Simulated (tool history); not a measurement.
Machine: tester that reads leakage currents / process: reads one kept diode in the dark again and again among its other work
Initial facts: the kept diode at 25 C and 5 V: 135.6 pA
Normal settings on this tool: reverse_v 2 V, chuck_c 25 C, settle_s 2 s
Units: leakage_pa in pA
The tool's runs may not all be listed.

Run 1, hour 0: usual settings. Result: leakage_pa 108.7 pA.
Run 2, hour 75.1: usual settings. Result: leakage_pa 109.74 pA.
Run 3, hour 153.5: usual settings. Result: leakage_pa 109.92 pA.
Run 4, hour 219.5: usual settings. Result: leakage_pa 110.49 pA.
Run 5, hour 313.1: usual settings. Result: leakage_pa 110.21 pA.
Run 6, hour 384.2: usual settings but chuck_c 36 C. Result: leakage_pa 275.14 pA.
Run 7, hour 466.3: usual settings but chuck_c 27 C. Result: leakage_pa 131.34 pA.
Run 8, hour 546.9: usual settings but chuck_c 27 C. Result: leakage_pa 131.35 pA.
Run 9, hour 634.6: usual settings but chuck_c 27 C. Result: leakage_pa 130.89 pA.
Run 10, hour 700: usual settings but chuck_c 28 C. Result: leakage_pa 142.94 pA.
Run 11, hour 783.1: usual settings but chuck_c 28 C. Result: leakage_pa 147.63 pA.
Run 12, hour 869.2: usual settings but chuck_c 28 C. Result: leakage_pa 147.29 pA.
Run 13, hour 940.3: usual settings but chuck_c 28 C. Result: leakage_pa 148.28 pA.
Run 14, hour 991.3: usual settings but settle_s 6.31 s. Result: leakage_pa 114.65 pA.
Run 15, hour 1038.9: usual settings but chuck_c 30 C, settle_s 1.65 s. Result: leakage_pa 175.08 pA.
Run 16, hour 1126.2: usual settings but reverse_v 8.96 V. Result: leakage_pa 187.46 pA.
Run 17, hour 1182.4: usual settings but reverse_v 9.68 V, chuck_c 24 C, settle_s 0.79 s. Result: leakage_pa 179.83 pA.
Run 18, hour 1260.5: usual settings but reverse_v 9.68 V, chuck_c 24 C, settle_s 0.79 s. Result: leakage_pa 180.02 pA.
Run 19, hour 1344.9: usual settings but reverse_v 9.68 V, chuck_c 24 C, settle_s 0.79 s. Result: leakage_pa 182.23 pA.
Run 20, hour 1407.4: usual settings but reverse_v 9.68 V, chuck_c 34 C, settle_s 0.48 s. Result: leakage_pa 371.67 pA.
Run 21, hour 1494.1: usual settings but reverse_v 13.3 V, chuck_c 34 C, settle_s 2.61 s. Result: leakage_pa 412.67 pA.
Run 22, hour 1583.9: usual settings but reverse_v 15.62 V, settle_s 1.44 s. Result: leakage_pa 202.77 pA.

Missing from the log above: 3 entries noted between runs. For each, name the pair of listed runs it sits between and say how the tool's hidden condition differs from the listed run just before to the listed run just after:
Between runs 10 and 11: chuck's temperature calibrated (hour 714.8)
  stray current of the dirty probe card, pA a volt: 2.192 -> 2.239; current scale over the true one, %: 0.7 -> 0.72; true chuck temperature over the reading, C: 0.53 -> 0.87
  measured value less the no-hidden-state value, leakage_pa: +11.57 -> +15.84 pA
Between runs 15 and 16: chuck's temperature calibrated, once more (hour 1109.9)
  stray current of the dirty probe card, pA a volt: 2.376 -> 2.423; current scale over the true one, %: 0.77 -> 0.79; true chuck temperature over the reading, C: 0.9 -> -0.03
  measured value less the no-hidden-state value, leakage_pa: +18.61 -> +22.62 pA
Between runs 19 and 20: probe card cleaned and baked (hour 1407.4)
  stray current of the dirty probe card, pA a volt: 2.542 -> 0.032; current scale over the true one, %: 0.84 -> 0.85; true chuck temperature over the reading, C: 0 -> 0.01
  measured value less the no-hidden-state value, leakage_pa: +25.99 -> +3.4 pA
